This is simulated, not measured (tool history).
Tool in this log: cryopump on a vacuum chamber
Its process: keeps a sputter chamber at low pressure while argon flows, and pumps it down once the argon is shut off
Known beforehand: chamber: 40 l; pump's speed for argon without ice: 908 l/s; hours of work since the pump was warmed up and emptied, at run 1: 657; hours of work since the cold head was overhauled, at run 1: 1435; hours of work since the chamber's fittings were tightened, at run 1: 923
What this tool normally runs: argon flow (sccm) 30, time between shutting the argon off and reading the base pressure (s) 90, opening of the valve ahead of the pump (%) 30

run	day	argon flow (sccm)	time between shutting the argon off and reading the base pressure (s)	opening of the valve ahead of the pump (%)	hours of work since the pump was warmed up and emptied	hours of work since the cold head was overhauled	hours of work since the chamber's fittings were tightened	pressure while argon flows (Pa)	pressure after the wait (uPa)
1	0	30	90	30	657	1435	923	0.1991	2.98
2	2.596	15	90	30	697	1475	963	0.1004	3.15
# day 4.433: pump warmed up, emptied and cooled again
3	4.825	15	90	30	6	1506	994	0.0935	2.69
4	7.362	30	61	30	45	1545	1034	0.1894	3.28
5	8.5	30	90	21	63	1563	1051	0.2649	2.88
6	10.071	30	90	22	87	1587	1075	0.2551	2.9
7	12.588	30	90	22	126	1626	1114	0.2572	2.98
8	14.671	30	90	22	158	1658	1146	0.2591	3.05
9	16.204	59	133	41	182	1682	1170	0.2767	2.88
10	18.696	43	56	41	220	1720	1208	0.2037	3.68
11	20.925	20	222	26	254	1754	1243	0.1465	2.77
12	22.038	20	222	26	272	1772	1260	0.1483	2.85

3 ways to go on from here, each from the tool as it stands after run 12. What would each give?
A	24.05	58	132	46	303	1803	1291	?	?
B	24.05	55	222	24	303	1803	1291	?	?
C	24.05	40	222	26	303	1803	1291	?	?

run	pressure while argon flows (Pa)	pressure after the wait (uPa)
A	0.2494	3.08
B	0.4366	2.92
C	0.2948	2.9
With the hidden condition removed and each run's random variation left untouched, the same runs would have given:
run	pressure while argon flows (Pa)	pressure after the wait (uPa)
A	0.2359	0.87
B	0.4239	0.69
C	0.2855	0.68
